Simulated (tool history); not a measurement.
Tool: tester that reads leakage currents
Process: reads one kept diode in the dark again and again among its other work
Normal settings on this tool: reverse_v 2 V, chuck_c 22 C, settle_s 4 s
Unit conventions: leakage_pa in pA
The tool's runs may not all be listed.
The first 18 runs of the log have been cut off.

run,day,reverse_v,chuck_c,settle_s,leakage_pa
19,66.617,2,22,4,76.39
20,69.417,7.12,38,4,436.4
21,73.533,2,33,2.23,166.83
22,78.346,1.97,23,0.57,81.53
23,81.333,2,56,4,727.88
# day 82.525: tester calibrated
24,84.392,2,39,0.32,250.17
# day 86.096: chuck's temperature calibrated
25,88.617,7.41,48,4,854.5
26,92.675,11.94,22,0.57,184.78
27,97.571,11.94,22,0.57,183.86
28,99.867,15.35,23,0.57,225.34
29,103.538,15.35,23,4.08,223.08
30,108.75,1.28,45,2.14,296.16
31,112.833,2,28,0.87,117.62
32,115.296,2,28,3.04,117.32
33,119.75,5.23,26,4,164.21
34,124.004,5.23,26,4,163.49
35,129.338,9.58,42,4,660.9

Branching from run 35: 3 alternative next runs. What would each branch give?
A,132.817,9.58,26,2.58,?
B,132.817,1.37,22,4,?
C,132.817,9.58,23,4,?

run,leakage_pa
A,221.09
B,63.58
C,177.41
Without the tool's hidden state the same runs would have given:
run,leakage_pa
A,220.84
B,63.51
C,177.19
